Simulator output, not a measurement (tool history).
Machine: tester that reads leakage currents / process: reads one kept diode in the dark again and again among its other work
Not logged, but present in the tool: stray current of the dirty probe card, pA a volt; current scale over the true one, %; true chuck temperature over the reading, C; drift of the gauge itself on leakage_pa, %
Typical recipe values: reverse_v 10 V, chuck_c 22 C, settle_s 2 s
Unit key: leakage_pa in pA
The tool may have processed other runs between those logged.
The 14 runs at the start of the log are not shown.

run   hour  reverse_v  chuck_c  settle_s  hours of work since the probe card was cleaned  hours of work since the tester was calibrated  hours of work since the chuck was calibrated  leakage_pa
 15  330.5        9.1       22         2                                             944                                            646                                           433       46.27
 16  358.1         10       22         2                                             955                                            658                                           445       48.62
 17  380.1         10       22         2                                             964                                            667                                           454       48.78
 18  403.5         10       22         2                                             974                                            676                                           464       49.12
 19  421.6         10       22         2                                             981                                            684                                           471       49.34
 20  452.1         10       22       1.4                                             994                                            697                                           484       49.89
 21  471.6        5.9       52      3.58                                            1002                                            705                                           492      304.74
 22  492.5          1       21      1.16                                            1011                                            713                                           500       14.39
 23  523.6        1.8       47      5.57                                            1024                                            726                                           513      127.76
 24  543.1        6.3       49      1.86                                            1032                                            734                                           521      256.22
 25  559.3         10       37       9.7                                            1038                                            741                                           528       137.7
 26  585.1        2.4       26      9.49                                            1049                                            752                                           539       31.52
 27  602.1        9.2       26      0.41                                            1056                                            759                                           546       66.91
 28  621.7        9.2       26      0.41                                            1064                                            767                                           554       66.93
 29  638.6        1.2       54      1.06                                            1071                                            774                                           561      172.55
 30  664.2        1.1       54      1.06                                            1082                                            785                                           572      165.17
 31  686.8        4.3       35      1.76                                            1091                                            794                                           581       81.03
 32  703.7        1.1       27      2.58                                            1098                                            801                                           588        23.9
 33  719.4        1.4       46      4.62                                            1105                                            807                                           595      106.27
 34  736.3        1.8       46      4.62                                            1112                                            814                                           602      117.83
 35  765.3        1.8       46      4.62                                            1124                                            826                                           614      119.13
 36  789.1        4.9       42         2                                            1134                                            836                                           623      140.68
 37  815.5        5.4       50         2                                            1145                                            847                                           634      255.68
 38  841.5       12.4       29      0.58                                            1156                                            858                                           645       93.14
 39    862       12.4       29      0.58                                            1164                                            867                                           654       93.61

3 ways to go on from here, each from the tool as it stands after run 39. What would each give?
  A  876.3        1.8       33      3.86                                            1170                                            873                                           660           ?
  B  876.3        3.5       21      0.47                                            1170                                            873                                           660           ?
  C  876.3       10.9       51      0.58                                            1170                                            873                                           660           ?

run  leakage_pa
  A       46.44
  B       28.29
  C       375.5
With the hidden condition removed and each run's random variation left untouched, the same runs would have given:
run  leakage_pa
  A        46.3
  B       25.81
  C      376.61
